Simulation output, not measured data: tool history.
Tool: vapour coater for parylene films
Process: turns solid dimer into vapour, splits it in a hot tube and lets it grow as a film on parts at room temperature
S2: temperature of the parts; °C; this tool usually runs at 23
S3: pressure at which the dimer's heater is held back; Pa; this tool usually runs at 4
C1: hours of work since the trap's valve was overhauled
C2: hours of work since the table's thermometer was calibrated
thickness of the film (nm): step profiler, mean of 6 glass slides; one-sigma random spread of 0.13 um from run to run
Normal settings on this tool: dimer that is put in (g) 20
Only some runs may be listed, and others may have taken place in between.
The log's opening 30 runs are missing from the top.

run 31 hour=1112.2 | dimer_that_is_put_in_(g)=10 S2=20 S3=7.17 | C1=222 C2=372 | thickness_of_the_film_(nm)=7710
run 32 hour=1161.9 | dimer_that_is_put_in_(g)=11 S2=16 S3=3.01 | C1=261 C2=410 | thickness_of_the_film_(nm)=10360
run 33 hour=1198.3 | dimer_that_is_put_in_(g)=13 S2=16 S3=2.9 | C1=289 C2=439 | thickness_of_the_film_(nm)=12190
run 34 hour=1240.1 | dimer_that_is_put_in_(g)=13 S2=16 S3=2.9 | C1=322 C2=471 | thickness_of_the_film_(nm)=12090
run 35 hour=1282.4 | dimer_that_is_put_in_(g)=13 S2=16 S3=2.9 | C1=355 C2=504 | thickness_of_the_film_(nm)=11900
run 36 hour=1323.3 | dimer_that_is_put_in_(g)=20 S2=23 S3=5.74 | C1=387 C2=536 | thickness_of_the_film_(nm)=13420
run 37 hour=1362.8 | dimer_that_is_put_in_(g)=20 S2=23 S3=5.74 | C1=417 C2=567 | thickness_of_the_film_(nm)=13340
run 38 hour=1393 | dimer_that_is_put_in_(g)=16 S2=18 S3=7.3 | C1=441 C2=590 | thickness_of_the_film_(nm)=12060
-- hour=1405.4 trap's valve overhauled
run 39 hour=1425 | dimer_that_is_put_in_(g)=16 S2=26 S3=7.3 | C1=15 C2=612 | thickness_of_the_film_(nm)=10700
run 40 hour=1471.1 | dimer_that_is_put_in_(g)=20 S2=23 S3=4 | C1=51 C2=648 | thickness_of_the_film_(nm)=15290
run 41 hour=1502.4 | dimer_that_is_put_in_(g)=8 S2=23 S3=4 | C1=76 C2=672 | thickness_of_the_film_(nm)=6020
run 42 hour=1546 | dimer_that_is_put_in_(g)=8 S2=23 S3=4 | C1=110 C2=706 | thickness_of_the_film_(nm)=6010
run 43 hour=1589.6 | dimer_that_is_put_in_(g)=8 S2=23 S3=4 | C1=143 C2=740 | thickness_of_the_film_(nm)=5970
run 44 hour=1619.3 | dimer_that_is_put_in_(g)=17 S2=16 S3=3.14 | C1=167 C2=763 | thickness_of_the_film_(nm)=16710
run 45 hour=1659.7 | dimer_that_is_put_in_(g)=26 S2=29 S3=5.26 | C1=198 C2=795 | thickness_of_the_film_(nm)=15150
run 46 hour=1691.3 | dimer_that_is_put_in_(g)=17 S2=23 S3=4 | C1=223 C2=819 | thickness_of_the_film_(nm)=12600

Below are 4 alternative next runs, each starting from the tool's condition after run 46. Predict each:
run A hour=1734.6 | dimer_that_is_put_in_(g)=27 S2=23 S3=10.88 | C1=256 C2=853 | thickness_of_the_film_(nm)=?
run B hour=1734.6 | dimer_that_is_put_in_(g)=20 S2=25 S3=4 | C1=256 C2=853 | thickness_of_the_film_(nm)=?
run C hour=1734.6 | dimer_that_is_put_in_(g)=9 S2=23 S3=11 | C1=256 C2=853 | thickness_of_the_film_(nm)=?
run D hour=1734.6 | dimer_that_is_put_in_(g)=25 S2=24 S3=11.2 | C1=256 C2=853 | thickness_of_the_film_(nm)=?

run=A thickness_of_the_film_(nm)=17700
run=B thickness_of_the_film_(nm)=13570
run=C thickness_of_the_film_(nm)=5880
run=D thickness_of_the_film_(nm)=16010
With no hidden state in the tool, these same runs would have given:
run=A thickness_of_the_film_(nm)=19210
run=B thickness_of_the_film_(nm)=14720
run=C thickness_of_the_film_(nm)=6380
run=D thickness_of_the_film_(nm)=17370
